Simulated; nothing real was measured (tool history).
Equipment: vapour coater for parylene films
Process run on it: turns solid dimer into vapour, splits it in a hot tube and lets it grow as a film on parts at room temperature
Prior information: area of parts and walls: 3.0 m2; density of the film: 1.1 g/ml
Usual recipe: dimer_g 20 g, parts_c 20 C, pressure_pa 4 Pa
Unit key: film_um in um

run,day,dimer_g,parts_c,pressure_pa,film_um
1,0,20,20,4,4.256
2,2.579,20,20,4,4.257
3,5.462,20,18,4,4.52
4,8.762,27,20,4,5.729
5,11.983,25,20,4,5.333
6,14.425,25,20,4,5.329
7,17.042,25,20,4,5.326
8,19.971,20,20,4,4.26
# day 20.875: trap's valve overhauled
9,22.729,20,20,4,4.255
10,25.338,20,31,4,3.081
11,26.696,20,31,4,3.066
12,28.471,20,31,4,3.071
13,30.817,16,31,4,2.462
# day 31.275: table's thermometer calibrated
14,33.917,16,28,4,2.688
15,36.121,18,15,4,4.439
16,39.142,18,15,4,4.448
17,42.308,11,20,2.63,2.469
18,44.812,11,20,2.63,2.466
19,47.767,12,12,3.96,3.249
20,49.371,20,15,2.91,5.138
21,51.238,17,20,4,3.599
# day 53.483: trap's valve overhauled
22,53.483,17,20,4,3.621
23,56.55,20,18,4,4.506
24,58.238,11,29,10.15,1.596
25,60.171,11,29,10.15,1.584
26,62.062,11,29,10.15,1.601
27,63.817,11,29,10.15,1.587

What if the next run were any one of these 3? Each begins from the tool's condition after run 27:
A,66.75,8,20,3.58,?
B,66.75,10,22,8.28,?
C,66.75,11,25,10.15,?

run,film_um
A,1.724
B,1.836
C,1.796
What these runs would have given with no unlogged condition in the tool:
run,film_um
A,1.725
B,1.837
C,1.797
